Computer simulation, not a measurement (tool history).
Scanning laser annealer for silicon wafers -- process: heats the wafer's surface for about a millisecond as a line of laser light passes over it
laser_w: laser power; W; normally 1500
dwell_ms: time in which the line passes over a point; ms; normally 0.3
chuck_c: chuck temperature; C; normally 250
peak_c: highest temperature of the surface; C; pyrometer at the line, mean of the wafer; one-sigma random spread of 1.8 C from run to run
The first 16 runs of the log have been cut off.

{"run": 17, "day": 48.8, "laser_w": 1500, "dwell_ms": 0.3, "chuck_c": 268, "peak_c": 1013}
{"day": 51.204, "done": "window over the wafer cleaned"}
{"run": 18, "day": 52.421, "laser_w": 1500, "dwell_ms": 0.3, "chuck_c": 268, "peak_c": 1034}
{"run": 19, "day": 56.421, "laser_w": 1500, "dwell_ms": 0.3, "chuck_c": 268, "peak_c": 1024}
{"run": 20, "day": 58.5, "laser_w": 1500, "dwell_ms": 0.259, "chuck_c": 226, "peak_c": 930}
{"run": 21, "day": 61.562, "laser_w": 1586, "dwell_ms": 0.3, "chuck_c": 250, "peak_c": 1055}
{"run": 22, "day": 64.688, "laser_w": 1500, "dwell_ms": 0.294, "chuck_c": 221, "peak_c": 950}
{"run": 23, "day": 66.892, "laser_w": 1347, "dwell_ms": 0.266, "chuck_c": 227, "peak_c": 828}
{"day": 68.608, "done": "window over the wafer cleaned"}
{"run": 24, "day": 69.567, "laser_w": 1347, "dwell_ms": 0.266, "chuck_c": 227, "peak_c": 855}
{"run": 25, "day": 71.483, "laser_w": 1516, "dwell_ms": 0.244, "chuck_c": 214, "peak_c": 917}
{"run": 26, "day": 74.971, "laser_w": 1516, "dwell_ms": 0.244, "chuck_c": 214, "peak_c": 912}
{"run": 27, "day": 78.812, "laser_w": 1516, "dwell_ms": 0.302, "chuck_c": 214, "peak_c": 971}
{"run": 28, "day": 81.217, "laser_w": 1516, "dwell_ms": 0.302, "chuck_c": 214, "peak_c": 967}
{"run": 29, "day": 83.338, "laser_w": 1635, "dwell_ms": 0.264, "chuck_c": 244, "peak_c": 1024}
{"day": 86.062, "done": "window over the wafer cleaned"}
{"run": 30, "day": 87.454, "laser_w": 1575, "dwell_ms": 0.3, "chuck_c": 253, "peak_c": 1062}
{"day": 89.371, "done": "optics aligned, line set to its width"}
{"run": 31, "day": 90.504, "laser_w": 1561, "dwell_ms": 0.282, "chuck_c": 253, "peak_c": 1046}
{"run": 32, "day": 93.488, "laser_w": 1561, "dwell_ms": 0.282, "chuck_c": 253, "peak_c": 1040}
{"run": 33, "day": 95.908, "laser_w": 1342, "dwell_ms": 0.282, "chuck_c": 225, "peak_c": 861}
{"run": 34, "day": 97.733, "laser_w": 1500, "dwell_ms": 0.3, "chuck_c": 259, "peak_c": 1012}
{"run": 35, "day": 100.254, "laser_w": 1500, "dwell_ms": 0.217, "chuck_c": 289, "peak_c": 936}
{"day": 103.392, "done": "window over the wafer cleaned"}
{"run": 36, "day": 103.392, "laser_w": 1286, "dwell_ms": 0.302, "chuck_c": 278, "peak_c": 916}
{"run": 37, "day": 107.429, "laser_w": 1286, "dwell_ms": 0.302, "chuck_c": 278, "peak_c": 907}

Consider 5 possible next runs. They are alternatives, not a sequence: every one starts from the tool as it was left by run 37. What does each give?
{"run": "A", "day": 110.333, "laser_w": 1473, "dwell_ms": 0.259, "chuck_c": 230, "peak_c": "?"}
{"run": "B", "day": 110.333, "laser_w": 1286, "dwell_ms": 0.36, "chuck_c": 278, "peak_c": "?"}
{"run": "C", "day": 110.333, "laser_w": 1515, "dwell_ms": 0.3, "chuck_c": 289, "peak_c": "?"}
{"run": "D", "day": 110.333, "laser_w": 1388, "dwell_ms": 0.222, "chuck_c": 265, "peak_c": "?"}
{"run": "E", "day": 110.333, "laser_w": 1508, "dwell_ms": 0.304, "chuck_c": 249, "peak_c": "?"}

run=A peak_c=927
run=B peak_c=948
run=C peak_c=1061
run=D peak_c=868
run=E peak_c=1019
Without the tool's hidden state the same runs would have given:
run=A peak_c=931
run=B peak_c=952
run=C peak_c=1067
run=D peak_c=872
run=E peak_c=1025
